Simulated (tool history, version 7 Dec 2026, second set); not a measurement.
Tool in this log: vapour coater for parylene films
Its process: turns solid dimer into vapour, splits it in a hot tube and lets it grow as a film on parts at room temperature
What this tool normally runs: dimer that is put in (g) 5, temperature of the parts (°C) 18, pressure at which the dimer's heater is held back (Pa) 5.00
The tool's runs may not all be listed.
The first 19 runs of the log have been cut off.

run   hour  dimer that is put in (g)  temperature of the parts (°C)  pressure at which the dimer's heater is held back (Pa)  thickness of the film (nm)
 20  267.4                         5                             18                                                    5.00                        1760
 21  278.7                         5                             18                                                    5.00                        1740
 22  298.8                         3                             12                                                    2.71                        1280
 23  316.0                         3                             12                                                    2.71                        1300
 24  333.1                         3                             24                                                    2.71                         910
 25  346.4                         7                             24                                                    2.49                        2080
 26  358.5                         5                             24                                                    2.49                        1510
 27  375.5                         5                             24                                                    2.49                        1490
 28  391.2                         5                             24                                                    2.49                        1490
 29  408.7                         5                             24                                                    2.49                        1490
 30  425.8                         3                             21                                                    4.19                         910
 31  443.2                         8                             17                                                    5.00                        2840
 32  457.0                         8                             18                                                    5.00                        2700
 33  473.4                         7                             18                                                    7.60                        2240
 34  491.4                         7                             18                                                    7.60                        2250
 35  501.7                         5                             18                                                    5.00                        1660
 36  517.5                         5                             18                                                    5.00                        1690
 37  529.9                         5                             18                                                    5.00                        1680

Predict each of these 4 candidate next runs independently; none follows another, all start after run 37:
  A  539.7                         4                             27                                                    4.88                           ?
  B  539.7                         4                             18                                                    3.91                           ?
  C  539.7                         4                             18                                                    7.95                           ?
  D  539.7                         3                             18                                                    5.00                           ?

run  thickness of the film (nm)
  A                         950
  B                        1390
  C                        1260
  D                         990
Had the tool no hidden state, the same runs would have come out as:
run  thickness of the film (nm)
  A                        1010
  B                        1490
  C                        1350
  D                        1060

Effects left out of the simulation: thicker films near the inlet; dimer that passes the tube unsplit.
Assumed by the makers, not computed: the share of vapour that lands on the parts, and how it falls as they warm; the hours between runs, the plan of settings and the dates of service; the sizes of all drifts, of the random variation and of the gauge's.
